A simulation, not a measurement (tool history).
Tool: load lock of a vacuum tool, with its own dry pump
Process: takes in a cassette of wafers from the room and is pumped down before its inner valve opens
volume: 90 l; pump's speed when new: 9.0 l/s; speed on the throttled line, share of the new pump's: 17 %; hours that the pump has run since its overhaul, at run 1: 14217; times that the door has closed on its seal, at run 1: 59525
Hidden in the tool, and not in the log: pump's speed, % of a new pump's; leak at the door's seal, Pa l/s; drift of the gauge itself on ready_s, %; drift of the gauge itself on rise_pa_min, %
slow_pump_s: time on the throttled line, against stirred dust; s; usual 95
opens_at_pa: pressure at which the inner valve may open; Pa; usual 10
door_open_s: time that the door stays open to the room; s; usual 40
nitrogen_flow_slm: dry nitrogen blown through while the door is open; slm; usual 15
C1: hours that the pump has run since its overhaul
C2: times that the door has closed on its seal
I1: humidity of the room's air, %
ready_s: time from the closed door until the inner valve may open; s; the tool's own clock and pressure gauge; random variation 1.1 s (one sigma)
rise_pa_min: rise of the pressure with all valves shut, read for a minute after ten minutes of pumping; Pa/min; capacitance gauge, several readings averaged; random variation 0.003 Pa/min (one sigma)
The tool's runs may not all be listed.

run 1 hour=0 | slow_pump_s=95 opens_at_pa=10 door_open_s=40 nitrogen_flow_slm=15 | C1=14217 C2=59525 | I1=47.4 | ready_s=184.1 rise_pa_min=0.476
run 2 hour=685.3 | slow_pump_s=95 opens_at_pa=10 door_open_s=40 nitrogen_flow_slm=20 | C1=14903 C2=62599 | I1=47 | ready_s=184.5 rise_pa_min=0.516
run 3 hour=1198.3 | slow_pump_s=95 opens_at_pa=11 door_open_s=40 nitrogen_flow_slm=15 | C1=15415 C2=64900 | I1=40.9 | ready_s=183.5 rise_pa_min=0.549
run 4 hour=1761.8 | slow_pump_s=95 opens_at_pa=11 door_open_s=40 nitrogen_flow_slm=15 | C1=15979 C2=67428 | I1=47.6 | ready_s=183.7 rise_pa_min=0.594
run 5 hour=2176.2 | slow_pump_s=95 opens_at_pa=10 door_open_s=40 nitrogen_flow_slm=15 | C1=16393 C2=69287 | I1=46.6 | ready_s=187.8 rise_pa_min=0.611
run 6 hour=2527.9 | slow_pump_s=95 opens_at_pa=10 door_open_s=40 nitrogen_flow_slm=15 | C1=16745 C2=70865 | I1=45.6 | ready_s=186.4 rise_pa_min=0.651
run 7 hour=3005 | slow_pump_s=95 opens_at_pa=10 door_open_s=40 nitrogen_flow_slm=15 | C1=17222 C2=73005 | I1=45.5 | ready_s=188.8 rise_pa_min=0.667
run 8 hour=3491.1 | slow_pump_s=95 opens_at_pa=10 door_open_s=40 nitrogen_flow_slm=15 | C1=17708 C2=75185 | I1=47.7 | ready_s=189.1 rise_pa_min=0.703
run 9 hour=3807.6 | slow_pump_s=95 opens_at_pa=10 door_open_s=40 nitrogen_flow_slm=15 | C1=18025 C2=76605 | I1=41.7 | ready_s=190 rise_pa_min=0.723
run 10 hour=4188.4 | slow_pump_s=95 opens_at_pa=10 door_open_s=40 nitrogen_flow_slm=15 | C1=18406 C2=78313 | I1=46.2 | ready_s=190.1 rise_pa_min=0.745
-- hour=4320.4 door's seal changed, seat wiped
run 11 hour=4612.6 | slow_pump_s=95 opens_at_pa=10 door_open_s=40 nitrogen_flow_slm=15 | C1=18828 C2=1311 | I1=47.6 | ready_s=190.1 rise_pa_min=0.033
run 12 hour=5132.8 | slow_pump_s=95 opens_at_pa=10 door_open_s=40 nitrogen_flow_slm=15 | C1=19348 C2=3644 | I1=44.5 | ready_s=189.5 rise_pa_min=0.037
run 13 hour=5644.6 | slow_pump_s=95 opens_at_pa=10 door_open_s=40 nitrogen_flow_slm=15 | C1=19860 C2=5940 | I1=45.1 | ready_s=189.1 rise_pa_min=0.044
run 14 hour=6089.8 | slow_pump_s=95 opens_at_pa=10 door_open_s=40 nitrogen_flow_slm=8 | C1=20305 C2=7938 | I1=44.8 | ready_s=191.7 rise_pa_min=0.058
run 15 hour=6780.1 | slow_pump_s=48 opens_at_pa=10 door_open_s=40 nitrogen_flow_slm=15 | C1=20996 C2=11034 | I1=47.2 | ready_s=157 rise_pa_min=0.063
run 16 hour=7218.9 | slow_pump_s=48 opens_at_pa=10 door_open_s=40 nitrogen_flow_slm=15 | C1=21435 C2=13002 | I1=45.5 | ready_s=157.2 rise_pa_min=0.073
run 17 hour=7662.7 | slow_pump_s=48 opens_at_pa=10 door_open_s=40 nitrogen_flow_slm=15 | C1=21878 C2=14993 | I1=42.8 | ready_s=157.3 rise_pa_min=0.083
run 18 hour=8100.4 | slow_pump_s=93 opens_at_pa=10 door_open_s=81 nitrogen_flow_slm=15 | C1=22316 C2=16956 | I1=45.3 | ready_s=194 rise_pa_min=0.118
-- hour=8159.9 dry pump taken out, an overhauled one fitted
run 19 hour=8557.4 | slow_pump_s=95 opens_at_pa=19 door_open_s=34 nitrogen_flow_slm=15 | C1=397 C2=18979 | I1=47.9 | ready_s=165.5 rise_pa_min=0.114
run 20 hour=8874.1 | slow_pump_s=75 opens_at_pa=19 door_open_s=83 nitrogen_flow_slm=15 | C1=714 C2=20400 | I1=46.4 | ready_s=149.5 rise_pa_min=0.132
run 21 hour=9411.7 | slow_pump_s=75 opens_at_pa=19 door_open_s=83 nitrogen_flow_slm=15 | C1=1252 C2=22812 | I1=47.1 | ready_s=150.4 rise_pa_min=0.152
run 22 hour=9881.1 | slow_pump_s=97 opens_at_pa=11 door_open_s=50 nitrogen_flow_slm=15 | C1=1721 C2=24917 | I1=44.6 | ready_s=176.8 rise_pa_min=0.147
run 23 hour=10337.3 | slow_pump_s=60 opens_at_pa=11 door_open_s=98 nitrogen_flow_slm=15 | C1=2177 C2=26964 | I1=43.5 | ready_s=145.9 rise_pa_min=0.179
run 24 hour=10717.5 | slow_pump_s=60 opens_at_pa=11 door_open_s=50 nitrogen_flow_slm=20 | C1=2558 C2=28669 | I1=45.9 | ready_s=144.6 rise_pa_min=0.171
run 25 hour=11178 | slow_pump_s=60 opens_at_pa=11 door_open_s=50 nitrogen_flow_slm=20 | C1=3018 C2=30735 | I1=47.9 | ready_s=147.4 rise_pa_min=0.187
run 26 hour=11539.5 | slow_pump_s=59 opens_at_pa=14 door_open_s=50 nitrogen_flow_slm=20 | C1=3380 C2=32356 | I1=44.8 | ready_s=141 rise_pa_min=0.203
run 27 hour=12039.2 | slow_pump_s=59 opens_at_pa=14 door_open_s=50 nitrogen_flow_slm=20 | C1=3879 C2=34598 | I1=42 | ready_s=143.9 rise_pa_min=0.223
run 28 hour=12603.6 | slow_pump_s=59 opens_at_pa=14 door_open_s=50 nitrogen_flow_slm=20 | C1=4444 C2=37130 | I1=43.8 | ready_s=141.3 rise_pa_min=0.238
run 29 hour=13147.8 | slow_pump_s=59 opens_at_pa=14 door_open_s=50 nitrogen_flow_slm=20 | C1=4988 C2=39571 | I1=44.2 | ready_s=144.6 rise_pa_min=0.269
run 30 hour=13557.5 | slow_pump_s=174 opens_at_pa=17 door_open_s=41 nitrogen_flow_slm=12 | C1=5398 C2=41409 | I1=45.3 | ready_s=236 rise_pa_min=0.286
run 31 hour=14044.5 | slow_pump_s=174 opens_at_pa=17 door_open_s=41 nitrogen_flow_slm=12 | C1=5885 C2=43593 | I1=45.5 | ready_s=234.9 rise_pa_min=0.305

5 ways to go on from here, each from the tool as it stands after run 31. What would each give?
run A hour=14529.6 | slow_pump_s=174 opens_at_pa=17 door_open_s=44 nitrogen_flow_slm=12 | C1=6370 C2=45769 | I1=43.4 | ready_s=? rise_pa_min=?
run B hour=14529.6 | slow_pump_s=174 opens_at_pa=17 door_open_s=41 nitrogen_flow_slm=16 | C1=6370 C2=45769 | I1=42.1 | ready_s=? rise_pa_min=?
run C hour=14529.6 | slow_pump_s=81 opens_at_pa=14 door_open_s=41 nitrogen_flow_slm=6 | C1=6370 C2=45769 | I1=43.8 | ready_s=? rise_pa_min=?
run D hour=14529.6 | slow_pump_s=95 opens_at_pa=10 door_open_s=54 nitrogen_flow_slm=7 | C1=6370 C2=45769 | I1=44.8 | ready_s=? rise_pa_min=?
run E hour=14529.6 | slow_pump_s=95 opens_at_pa=15 door_open_s=36 nitrogen_flow_slm=15 | C1=6370 C2=45769 | I1=46.1 | ready_s=? rise_pa_min=?

run=A ready_s=235.3 rise_pa_min=0.329
run=B ready_s=237.2 rise_pa_min=0.334
run=C ready_s=163.3 rise_pa_min=0.334
run=D ready_s=177.1 rise_pa_min=0.333
run=E ready_s=173 rise_pa_min=0.32
Without the tool's hidden state the same runs would have given:
run=A ready_s=230.7 rise_pa_min=0.031
run=B ready_s=232.5 rise_pa_min=0.029
run=C ready_s=157.5 rise_pa_min=0.031
run=D ready_s=171 rise_pa_min=0.038
run=E ready_s=167.2 rise_pa_min=0.023
